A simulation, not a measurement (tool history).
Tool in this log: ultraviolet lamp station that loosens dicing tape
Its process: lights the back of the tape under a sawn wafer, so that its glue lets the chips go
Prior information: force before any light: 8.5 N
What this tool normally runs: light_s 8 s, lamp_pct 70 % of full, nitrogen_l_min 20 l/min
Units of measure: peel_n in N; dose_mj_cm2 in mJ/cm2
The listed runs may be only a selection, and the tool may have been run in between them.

run     day  light_s  lamp_pct  nitrogen_l_min  peel_n  dose_mj_cm2
  1       0        8        70              20    0.33          337
  2   0.683        8        70              20   0.331          336
  3   1.046        8        70              20   0.327          335
  4   1.704        8        70              20   0.324          336
  5   2.404        5        70              20   1.019          212
  6   3.008        8        70              20   0.317          331
  7   3.712        8        70              20   0.311          334
  8   4.079        8        70              20   0.331          338
  9   4.625        8        70              20   0.335          335
 10   5.104        8        70              20   0.332          334
 11   5.529        8        70              20   0.328          337
 12   6.162        8        70              20   0.325          335
 13   6.733        8        70              20   0.329          333
 14   7.275        8        70              20   0.331          334
 15   7.975        5        70              20    1.07          208
 16   8.279        5        70              20   1.053          211
 17   8.867        8        70              20   0.334          333
 18   9.333        8        70              20   0.329          338
 19   9.783        8        70              20   0.327          335
 20  10.288        8        70              20   0.332          333
 21  10.775        8        70              20   0.329          335
 22  11.379        8        70              20   0.309          334
 23  11.696        8        71               9   0.528          335
 24  12.383        8        70              15   0.379          335
 25  12.683        8        61               8   0.799          288
 26  13.062        8        61               8   0.786          291
 27  13.392        5        79               7   1.304          236
 28  13.821       15        70               6   0.139          630
 29  14.521       12        70               8   0.189          498
 30  14.829        4        70               8   2.178          164
 31  15.262       15        70              13    0.08          631
 32  15.725        9        70              24   0.211          376
 33  16.433        9        61              24   0.298          328
 34  17.125        9        61              24   0.305          326
 35  17.458        8        83              12   0.273          399
 36  17.754       15        99              12   0.073          886
 37  18.062        9        65              10   0.423          348
 38  18.604        7        80              20   0.311          332
 39  18.996        7        80              20   0.328          335
 40  19.646        7        80              20   0.331          333
 41  20.058        7        80              20   0.312          330
 42  20.688        7        80              20    0.34          335
 43  21.112       13        61              26   0.107          473

Some steps in peel_n, run to run, broken into two amounts with sign: the step expected even without the hidden condition (settings, incoming material, random variation), and the rest, left for the hidden condition together with whatever gauge scatter is not in both the measured and the hidden-condition-free result:
The hidden state here: lamp's light, % of a new lamp's; light that the window lets through, % of a clean one's; drift of the gauge itself on peel_n, %; drift of the gauge itself on dose_mj_cm2, %.
Run 27 -> 28: light_s 5 -> 15, lamp_pct 79 -> 70, nitrogen_l_min 7 -> 6. peel_n -1.165 N: hidden state -0.006, all else -1.159.
Run 29 -> 30: light_s 12 -> 4. peel_n +1.989 N: hidden state +0.008, all else +1.981.
Run 30 -> 31: light_s 4 -> 15, nitrogen_l_min 8 -> 13. peel_n -2.098 N: hidden state -0.008, all else -2.09.

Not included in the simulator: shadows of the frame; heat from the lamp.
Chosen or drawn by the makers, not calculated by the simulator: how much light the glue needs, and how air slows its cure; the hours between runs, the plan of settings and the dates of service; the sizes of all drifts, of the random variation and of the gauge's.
